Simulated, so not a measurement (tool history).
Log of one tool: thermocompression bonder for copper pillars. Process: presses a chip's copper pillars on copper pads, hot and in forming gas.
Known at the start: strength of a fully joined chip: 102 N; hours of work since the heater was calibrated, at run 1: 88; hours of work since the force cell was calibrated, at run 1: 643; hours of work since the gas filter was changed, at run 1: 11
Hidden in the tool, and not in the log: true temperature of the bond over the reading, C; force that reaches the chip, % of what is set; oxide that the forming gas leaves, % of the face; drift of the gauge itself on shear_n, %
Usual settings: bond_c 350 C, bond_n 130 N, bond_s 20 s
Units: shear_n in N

run,hour,bond_c,bond_n,bond_s,hours of work since the heater was calibrated,hours of work since the force cell was calibrated,hours of work since the gas filter was changed,shear_n
1,0.0,350,130,20,88,643,11,52.5
2,9.2,350,101,20,95,650,19,45.5
3,18.7,350,101,20,102,657,26,45.2
4,27.9,350,101,10,109,665,33,34.0
5,34.7,350,101,10,115,670,39,34.3
6,42.0,350,152,10,120,676,44,42.4
7,50.4,350,152,10,127,682,51,42.8
8,63.8,350,193,21,137,693,61,61.4
9,75.4,370,193,28,146,702,70,75.7
10,82.9,324,193,26,152,707,76,49.8
11,92.1,324,193,26,159,715,83,49.6
12,100.0,343,193,29,165,721,89,62.4
13,109.8,323,174,55,173,728,97,59.7

Measured less the same run without the tool's hidden state. The same run-to-run variation is in both; the gauge's scatter may not be:
run,shear_n
1,+0.6
2,+0.3
3,+0.2
4,+0.0
5,+0.0
6,-0.3
7,-0.5
8,-1.4
9,-2.7
10,-1.4
11,-1.7
12,-2.7
13,-2.8
